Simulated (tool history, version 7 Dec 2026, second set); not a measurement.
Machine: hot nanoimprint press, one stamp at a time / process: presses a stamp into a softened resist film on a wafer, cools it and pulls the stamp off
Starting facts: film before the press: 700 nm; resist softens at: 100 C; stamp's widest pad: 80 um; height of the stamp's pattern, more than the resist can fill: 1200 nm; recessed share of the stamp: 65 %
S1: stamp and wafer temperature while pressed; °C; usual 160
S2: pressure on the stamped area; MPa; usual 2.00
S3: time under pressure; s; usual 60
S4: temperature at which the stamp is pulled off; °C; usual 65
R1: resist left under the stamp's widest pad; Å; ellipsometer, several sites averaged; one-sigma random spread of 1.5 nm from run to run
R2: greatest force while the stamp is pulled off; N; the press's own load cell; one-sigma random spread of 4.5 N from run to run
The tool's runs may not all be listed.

{"run": 1, "day": 0.0, "S1": 160, "S2": 2.0, "S3": 60, "S4": 65, "R1": 2525, "R2": 242}
{"run": 2, "day": 0.396, "S1": 160, "S2": 1.76, "S3": 60, "S4": 65, "R1": 2688, "R2": 233}
{"run": 3, "day": 0.896, "S1": 160, "S2": 1.76, "S3": 60, "S4": 65, "R1": 2692, "R2": 240}
{"run": 4, "day": 1.288, "S1": 160, "S2": 1.76, "S3": 60, "S4": 65, "R1": 2684, "R2": 242}
{"run": 5, "day": 1.938, "S1": 160, "S2": 2.0, "S3": 74, "S4": 65, "R1": 2315, "R2": 228}
{"run": 6, "day": 2.412, "S1": 160, "S2": 2.0, "S3": 74, "S4": 65, "R1": 2318, "R2": 242}
{"run": 7, "day": 3.004, "S1": 160, "S2": 2.0, "S3": 74, "S4": 65, "R1": 2277, "R2": 236}
{"run": 8, "day": 3.629, "S1": 160, "S2": 2.0, "S3": 60, "S4": 65, "R1": 2547, "R2": 235}
{"run": 9, "day": 4.054, "S1": 160, "S2": 2.0, "S3": 60, "S4": 65, "R1": 2521, "R2": 233}
{"run": 10, "day": 4.592, "S1": 160, "S2": 2.0, "S3": 49, "S4": 65, "R1": 2758, "R2": 235}
{"run": 11, "day": 5.192, "S1": 160, "S2": 2.0, "S3": 49, "S4": 65, "R1": 2745, "R2": 232}
{"run": 12, "day": 6.054, "S1": 151, "S2": 2.0, "S3": 49, "S4": 65, "R1": 4252, "R2": 243}
{"run": 13, "day": 6.612, "S1": 151, "S2": 2.0, "S3": 49, "S4": 65, "R1": 4330, "R2": 228}
{"run": 14, "day": 7.221, "S1": 151, "S2": 2.0, "S3": 49, "S4": 65, "R1": 4306, "R2": 229}
{"run": 15, "day": 7.575, "S1": 160, "S2": 1.6, "S3": 60, "S4": 65, "R1": 2798, "R2": 234}
{"run": 16, "day": 7.896, "S1": 160, "S2": 1.6, "S3": 60, "S4": 65, "R1": 2789, "R2": 234}
{"run": 17, "day": 8.192, "S1": 164, "S2": 2.56, "S3": 60, "S4": 65, "R1": 1794, "R2": 231}
{"run": 18, "day": 8.504, "S1": 164, "S2": 2.56, "S3": 60, "S4": 65, "R1": 1793, "R2": 234}
{"run": 19, "day": 9.062, "S1": 164, "S2": 2.56, "S3": 95, "S4": 65, "R1": 1446, "R2": 233}
{"run": 20, "day": 9.475, "S1": 164, "S2": 2.56, "S3": 95, "S4": 65, "R1": 1465, "R2": 237}
{"run": 21, "day": 9.821, "S1": 169, "S2": 2.56, "S3": 56, "S4": 69, "R1": 1424, "R2": 205}
{"run": 22, "day": 10.421, "S1": 169, "S2": 2.56, "S3": 56, "S4": 69, "R1": 1419, "R2": 206}
{"run": 23, "day": 10.967, "S1": 149, "S2": 2.0, "S3": 103, "S4": 69, "R1": 3698, "R2": 210}
{"run": 24, "day": 11.45, "S1": 149, "S2": 1.52, "S3": 103, "S4": 56, "R1": 4143, "R2": 295}
{"run": 25, "day": 11.871, "S1": 168, "S2": 1.52, "S3": 103, "S4": 69, "R1": 1470, "R2": 205}
{"run": 26, "day": 12.571, "S1": 167, "S2": 1.39, "S3": 31, "S4": 65, "R1": 2758, "R2": 236}
{"run": 27, "day": 13.067, "S1": 155, "S2": 2.0, "S3": 41, "S4": 65, "R1": 3797, "R2": 232}
{"run": 28, "day": 13.608, "S1": 151, "S2": 1.56, "S3": 37, "S4": 62, "R1": 4979, "R2": 249}
{"run": 29, "day": 13.917, "S1": 160, "S2": 2.0, "S3": 68, "S4": 57, "R1": 2367, "R2": 283}

Not shown here: 1 entry made in the log between runs. Locate each between two listed runs and compare the hidden state at the listed run before it with the hidden state at the listed run after it:
From run 11 to run 12: stamp cleaned and given a new release coat (day 5.975)
  pressure that arrives at the usual setting, %: 99.97 -> 99.96; grip of the stamp's worn release coat, % over a new coat's: 1.4 -> 0
